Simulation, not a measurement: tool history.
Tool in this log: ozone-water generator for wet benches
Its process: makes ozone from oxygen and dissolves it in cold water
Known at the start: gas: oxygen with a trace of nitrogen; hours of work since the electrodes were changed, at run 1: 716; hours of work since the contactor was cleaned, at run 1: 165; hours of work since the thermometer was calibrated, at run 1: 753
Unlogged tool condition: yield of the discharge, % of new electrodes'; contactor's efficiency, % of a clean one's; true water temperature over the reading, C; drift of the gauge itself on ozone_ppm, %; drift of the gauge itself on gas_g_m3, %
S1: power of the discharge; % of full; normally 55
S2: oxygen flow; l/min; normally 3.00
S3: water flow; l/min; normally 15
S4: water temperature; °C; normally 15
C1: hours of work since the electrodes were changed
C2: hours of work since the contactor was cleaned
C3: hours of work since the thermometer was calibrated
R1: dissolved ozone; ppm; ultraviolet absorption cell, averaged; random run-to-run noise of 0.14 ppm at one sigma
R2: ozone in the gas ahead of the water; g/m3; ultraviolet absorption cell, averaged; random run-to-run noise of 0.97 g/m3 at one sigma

run 1 hour=0.0 | S1=55 S2=3.00 S3=15 S4=15 | C1=716 C2=165 C3=753 | R1=14.9 R2=163.8
run 2 hour=17.7 | S1=55 S2=3.00 S3=15 S4=15 | C1=731 C2=180 C3=769 | R1=15.0 R2=164.8
run 3 hour=43.0 | S1=55 S2=3.00 S3=15 S4=15 | C1=753 C2=202 C3=791 | R1=15.1 R2=165.1
run 4 hour=62.4 | S1=55 S2=3.00 S3=15 S4=15 | C1=770 C2=219 C3=807 | R1=14.8 R2=161.8
run 5 hour=81.3 | S1=55 S2=3.00 S3=15 S4=15 | C1=787 C2=236 C3=824 | R1=15.2 R2=163.5
run 6 hour=109.4 | S1=55 S2=3.00 S3=15 S4=15 | C1=811 C2=260 C3=848 | R1=15.1 R2=162.3
run 7 hour=130.5 | S1=55 S2=4.36 S3=15 S4=15 | C1=829 C2=279 C3=867 | R1=16.2 R2=141.1
run 8 hour=152.6 | S1=55 S2=4.36 S3=15 S4=15 | C1=849 C2=298 C3=886 | R1=16.2 R2=139.4
-- hour=155.9 water thermometer calibrated
run 9 hour=174.2 | S1=55 S2=4.36 S3=15 S4=15 | C1=867 C2=316 C3=16 | R1=15.8 R2=140.1
run 10 hour=204.6 | S1=50 S2=3.00 S3=15 S4=15 | C1=894 C2=343 C3=42 | R1=14.5 R2=153.4
run 11 hour=233.9 | S1=50 S2=3.00 S3=15 S4=15 | C1=919 C2=368 C3=68 | R1=14.0 R2=154.2
-- hour=241.1 water thermometer calibrated, once more
run 12 hour=255.2 | S1=50 S2=3.00 S3=15 S4=15 | C1=937 C2=386 C3=12 | R1=14.0 R2=153.6
run 13 hour=269.5 | S1=89 S2=1.88 S3=13 S4=9 | C1=950 C2=399 C3=25 | R1=21.6 R2=264.5
run 14 hour=284.8 | S1=83 S2=2.72 S3=11 S4=10 | C1=963 C2=412 C3=38 | R1=26.7 R2=216.6
run 15 hour=300.1 | S1=55 S2=5.10 S3=15 S4=15 | C1=976 C2=425 C3=51 | R1=16.4 R2=129.2
run 16 hour=319.5 | S1=50 S2=5.10 S3=15 S4=15 | C1=993 C2=442 C3=68 | R1=15.4 R2=123.6
run 17 hour=346.3 | S1=96 S2=4.64 S3=9 S4=12 | C1=1016 C2=466 C3=92 | R1=34.8 R2=190.0
run 18 hour=369.8 | S1=69 S2=4.84 S3=16 S4=7 | C1=1037 C2=486 C3=112 | R1=19.4 R2=151.1
run 19 hour=401.0 | S1=69 S2=4.84 S3=15 S4=7 | C1=1064 C2=513 C3=139 | R1=20.7 R2=152.8
run 20 hour=426.9 | S1=69 S2=2.50 S3=9 S4=7 | C1=1087 C2=536 C3=162 | R1=29.0 R2=200.4
run 21 hour=447.6 | S1=55 S2=1.76 S3=15 S4=10 | C1=1105 C2=554 C3=180 | R1=13.5 R2=203.9
run 22 hour=466.3 | S1=55 S2=3.14 S3=15 S4=15 | C1=1121 C2=570 C3=196 | R1=15.0 R2=158.0
run 23 hour=482.5 | S1=66 S2=1.60 S3=10 S4=15 | C1=1135 C2=584 C3=210 | R1=21.2 R2=234.8

Consider 4 possible next runs. They are alternatives, not a sequence: every one starts from the tool as it was left by run 23. What does each give?
run A hour=500.5 | S1=55 S2=3.57 S3=17 S4=8 | C1=1151 C2=600 C3=226 | R1=? R2=?
run B hour=500.5 | S1=51 S2=2.19 S3=11 S4=15 | C1=1151 C2=600 C3=226 | R1=? R2=?
run C hour=500.5 | S1=55 S2=3.00 S3=18 S4=15 | C1=1151 C2=600 C3=226 | R1=? R2=?
run D hour=500.5 | S1=74 S2=3.00 S3=10 S4=19 | C1=1151 C2=600 C3=226 | R1=? R2=?

run=A R1=14.6 R2=152.0
run=B R1=17.7 R2=176.4
run=C R1=12.4 R2=163.5
run=D R1=24.5 R2=193.5
Without the tool's unlogged condition, the same runs would have read:
run=A R1=15.2 R2=156.1
run=B R1=18.4 R2=180.9
run=C R1=12.9 R2=167.9
run=D R1=25.5 R2=199.8
